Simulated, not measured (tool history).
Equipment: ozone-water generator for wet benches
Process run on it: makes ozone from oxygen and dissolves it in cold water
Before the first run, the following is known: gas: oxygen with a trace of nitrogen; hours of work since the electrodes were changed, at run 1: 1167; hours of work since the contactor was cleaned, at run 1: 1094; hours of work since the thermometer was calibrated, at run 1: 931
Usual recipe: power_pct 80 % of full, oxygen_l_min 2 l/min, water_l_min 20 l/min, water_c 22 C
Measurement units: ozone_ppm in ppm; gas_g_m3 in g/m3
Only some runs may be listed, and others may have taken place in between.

| run | hour | power_pct | oxygen_l_min | water_l_min | water_c | hours of work since the electrodes were changed | hours of work since the contactor was cleaned | hours of work since the thermometer was calibrated | ozone_ppm | gas_g_m3 |
|---|---|---|---|---|---|---|---|---|---|---|
| 1 | 0 | 80 | 2 | 20 | 22 | 1167 | 1094 | 931 | 9.9 | 174.2 |
| 2 | 37.1 | 80 | 2 | 20 | 22 | 1203 | 1130 | 967 | 10 | 174.6 |
| 3 | 94.4 | 80 | 2 | 20 | 22 | 1259 | 1185 | 1023 | 9.9 | 174.5 |
| 4 | 131.9 | 80 | 2 | 20 | 22 | 1295 | 1221 | 1059 | 10 | 174.5 |
| 5 | 174.8 | 80 | 2 | 20 | 25 | 1336 | 1263 | 1100 | 9.5 | 173.8 |
| 6 | 222.3 | 80 | 2 | 20 | 25 | 1382 | 1309 | 1146 | 9.6 | 174.1 |
| 7 | 288.4 | 80 | 2 | 20 | 22 | 1446 | 1373 | 1210 | 9.7 | 172.2 |
| 8 | 329.8 | 80 | 2 | 17 | 22 | 1486 | 1413 | 1250 | 11.5 | 173.1 |
| 9 | 360.6 | 80 | 2 | 20 | 22 | 1516 | 1443 | 1280 | 9.7 | 172.4 |
| 10 | 391.5 | 80 | 2 | 20 | 22 | 1546 | 1473 | 1310 | 9.8 | 172.7 |
| 11 | 434.9 | 80 | 2 | 20 | 22 | 1588 | 1514 | 1352 | 9.6 | 173.1 |
| 12 | 468.6 | 80 | 2 | 20 | 14 | 1621 | 1547 | 1385 | 10.4 | 171.5 |
| 13 | 504.5 | 80 | 2.79 | 20 | 14 | 1655 | 1582 | 1419 | 11.2 | 147.6 |
| 14 | 554.5 | 80 | 1.04 | 20 | 14 | 1704 | 1630 | 1468 | 8.4 | 240.7 |
| 15 | 604.1 | 80 | 1.04 | 20 | 14 | 1752 | 1678 | 1516 | 8.2 | 238.8 |
| 16 | 650.9 | 80 | 1.04 | 20 | 14 | 1797 | 1724 | 1561 | 8.4 | 238.2 |
| 17 | 702 | 80 | 1.99 | 29 | 23 | 1847 | 1773 | 1611 | 6.3 | 170.6 |
| 18 | 745.3 | 80 | 1.46 | 17 | 20 | 1888 | 1815 | 1652 | 10.9 | 199.6 |
| 19 | 805.5 | 56 | 3.33 | 24 | 29 | 1947 | 1873 | 1711 | 6 | 99.3 |
| 20 | 837.5 | 42 | 3.53 | 27 | 19 | 1978 | 1904 | 1742 | 4.7 | 77.4 |
| 21 | 870 | 42 | 3.53 | 27 | 19 | 2009 | 1936 | 1773 | 4.9 | 78.5 |
| 22 | 914.4 | 55 | 3.53 | 22 | 19 | 2052 | 1979 | 1816 | 7.4 | 95.4 |
|  | 922.5 | contactor cleaned |
| 23 | 966 | 55 | 3.57 | 14 | 19 | 2098 | 42 | 1862 | 11 | 94.9 |
| 24 | 1026 | 55 | 3.57 | 14 | 19 | 2156 | 100 | 1920 | 11.2 | 94.9 |
| 25 | 1078.6 | 45 | 1.88 | 20 | 14 | 2207 | 151 | 1971 | 6.3 | 112.7 |
| 26 | 1136.9 | 45 | 1.88 | 20 | 14 | 2263 | 207 | 2027 | 6.3 | 111 |
| 27 | 1201 | 45 | 1.88 | 27 | 17 | 2325 | 269 | 2089 | 4.4 | 111.6 |
|  | 1213.2 | contactor cleaned, once more |
| 28 | 1249.3 | 57 | 1.88 | 27 | 17 | 2368 | 35 | 2132 | 5.4 | 133.8 |
| 29 | 1303.3 | 80 | 2 | 25 | 20 | 2421 | 87 | 2185 | 7.4 | 167.5 |
| 30 | 1368.5 | 80 | 2 | 25 | 20 | 2484 | 150 | 2248 | 7.6 | 165.5 |
| 31 | 1406.7 | 54 | 1.28 | 12 | 27 | 2521 | 187 | 2285 | 10.2 | 156.9 |
| 32 | 1463.3 | 53 | 2.39 | 12 | 17 | 2576 | 242 | 2339 | 12.2 | 112.1 |

Hidden state or all else? Some run-to-run changes of ozone_ppm, split into what the settings, what came in and random variation would give without the hidden state, and what is left for the hidden state (with any gauge scatter that isn't in both results):
What the log doesn't record here: yield of the discharge, % of new electrodes'; contactor's efficiency, % of a clean one's; true water temperature over the reading, C; drift of the gauge itself on ozone_ppm, %; drift of the gauge itself on gas_g_m3, %.
Run 17 -> 18: oxygen_l_min 1.99 -> 1.46, water_l_min 29 -> 17, water_c 23 -> 20. ozone_ppm +4.6 ppm: hidden state -0.4, all else +5.
Run 18 -> 19: power_pct 80 -> 56, oxygen_l_min 1.46 -> 3.33, water_l_min 17 -> 24, water_c 20 -> 29. ozone_ppm -4.9 ppm: hidden state +0.5, all else -5.4.
Run 24 -> 25: power_pct 55 -> 45, oxygen_l_min 3.57 -> 1.88, water_l_min 14 -> 20, water_c 19 -> 14. ozone_ppm -4.9 ppm: hidden state +0.5, all else -5.4.

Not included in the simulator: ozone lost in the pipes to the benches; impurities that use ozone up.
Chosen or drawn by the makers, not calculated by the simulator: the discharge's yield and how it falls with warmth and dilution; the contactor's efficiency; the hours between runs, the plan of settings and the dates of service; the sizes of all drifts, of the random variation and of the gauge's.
